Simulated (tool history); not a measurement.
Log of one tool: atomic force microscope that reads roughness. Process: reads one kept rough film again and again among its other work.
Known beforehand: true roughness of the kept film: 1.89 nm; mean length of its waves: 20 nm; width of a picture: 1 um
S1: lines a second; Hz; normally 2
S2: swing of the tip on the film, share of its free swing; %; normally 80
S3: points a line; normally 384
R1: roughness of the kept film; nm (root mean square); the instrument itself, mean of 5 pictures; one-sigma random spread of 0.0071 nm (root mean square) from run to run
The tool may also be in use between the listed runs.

run 1 day=0 | S1=2 S2=80 S3=384 | R1=1.171
run 2 day=0.967 | S1=2 S2=80 S3=384 | R1=1.146
run 3 day=2.354 | S1=2 S2=80 S3=384 | R1=1.073
-- day=2.679 new tip fitted
run 4 day=3.325 | S1=2 S2=80 S3=384 | R1=1.406
run 5 day=4.621 | S1=2 S2=80 S3=384 | R1=1.358
run 6 day=5.983 | S1=2 S2=80 S3=384 | R1=1.253
run 7 day=7.333 | S1=2 S2=80 S3=384 | R1=1.187
run 8 day=8.404 | S1=2 S2=80 S3=384 | R1=1.122
run 9 day=9.65 | S1=2 S2=80 S3=384 | R1=1.084
-- day=10 new tip fitted
run 10 day=11.05 | S1=2 S2=80 S3=384 | R1=1.396
run 11 day=12.171 | S1=2 S2=80 S3=384 | R1=1.337
run 12 day=13.267 | S1=2 S2=80 S3=384 | R1=1.273
run 13 day=14.308 | S1=2 S2=80 S3=384 | R1=1.214
run 14 day=15.304 | S1=2 S2=80 S3=302 | R1=1.156
run 15 day=16.646 | S1=2 S2=80 S3=609 | R1=1.11
-- day=17.379 new tip fitted
run 16 day=17.992 | S1=2 S2=60 S3=609 | R1=1.559
run 17 day=19.388 | S1=2 S2=60 S3=609 | R1=1.477
run 18 day=20.442 | S1=2 S2=65 S3=384 | R1=1.353
run 19 day=21.692 | S1=2 S2=65 S3=384 | R1=1.289
run 20 day=22.3 | S1=2 S2=65 S3=384 | R1=1.267
run 21 day=23.392 | S1=2 S2=65 S3=384 | R1=1.205
run 22 day=24.462 | S1=2 S2=80 S3=384 | R1=1.095
-- day=24.717 new tip fitted
run 23 day=25.525 | S1=2 S2=80 S3=384 | R1=1.424
run 24 day=26.429 | S1=2 S2=80 S3=384 | R1=1.372
run 25 day=27.388 | S1=2.27 S2=80 S3=384 | R1=1.294
run 26 day=28.075 | S1=2 S2=80 S3=384 | R1=1.259
run 27 day=29.021 | S1=2.57 S2=84 S3=384 | R1=1.161
run 28 day=30.396 | S1=2 S2=57 S3=384 | R1=1.243
run 29 day=31.054 | S1=2 S2=57 S3=384 | R1=1.208
-- day=31.996 new tip fitted
run 30 day=32 | S1=2 S2=88 S3=336 | R1=1.404
run 31 day=33.129 | S1=2.81 S2=88 S3=313 | R1=1.273
run 32 day=34.433 | S1=2 S2=60 S3=609 | R1=1.418
run 33 day=35.067 | S1=2 S2=60 S3=767 | R1=1.389
run 34 day=36.404 | S1=2 S2=80 S3=604 | R1=1.222
run 35 day=37.379 | S1=1.38 S2=80 S3=384 | R1=1.2
run 36 day=38.329 | S1=1.38 S2=56 S3=384 | R1=1.216
-- day=39.271 new tip fitted
run 37 day=39.354 | S1=1.38 S2=56 S3=384 | R1=1.616
run 38 day=40.296 | S1=2.22 S2=80 S3=384 | R1=1.394
run 39 day=40.925 | S1=2 S2=75 S3=572 | R1=1.417
run 40 day=42.088 | S1=1.01 S2=75 S3=384 | R1=1.377
run 41 day=42.775 | S1=1.01 S2=75 S3=715 | R1=1.367
run 42 day=43.392 | S1=2 S2=88 S3=270 | R1=1.153
run 43 day=44.658 | S1=3.5 S2=88 S3=510 | R1=1.021
run 44 day=45.646 | S1=3.5 S2=88 S3=566 | R1=0.989
-- day=46.562 new tip fitted
run 45 day=46.846 | S1=0.52 S2=63 S3=366 | R1=1.582
run 46 day=48.208 | S1=0.52 S2=63 S3=366 | R1=1.498
run 47 day=49.338 | S1=2 S2=79 S3=384 | R1=1.287
run 48 day=50.625 | S1=0.74 S2=79 S3=384 | R1=1.314
run 49 day=51.512 | S1=2.42 S2=74 S3=669 | R1=1.2
run 50 day=52.767 | S1=1.03 S2=89 S3=1020 | R1=1.151
-- day=53.812 new tip fitted
run 51 day=54.208 | S1=1.03 S2=67 S3=354 | R1=1.57
run 52 day=55.021 | S1=1.03 S2=67 S3=354 | R1=1.505

Alternative continuations, all from the tool just after run 52; predict every row:
run A day=56.35 | S1=1.87 S2=74 S3=354 | R1=?
run B day=56.35 | S1=0.53 S2=67 S3=494 | R1=?
run C day=56.35 | S1=1.03 S2=67 S3=426 | R1=?

run=A R1=1.375
run=B R1=1.453
run=C R1=1.445
Take away the tool's hidden state, keep each run's random variation, and the runs would have read:
run=A R1=1.534
run=B R1=1.622
run=C R1=1.613
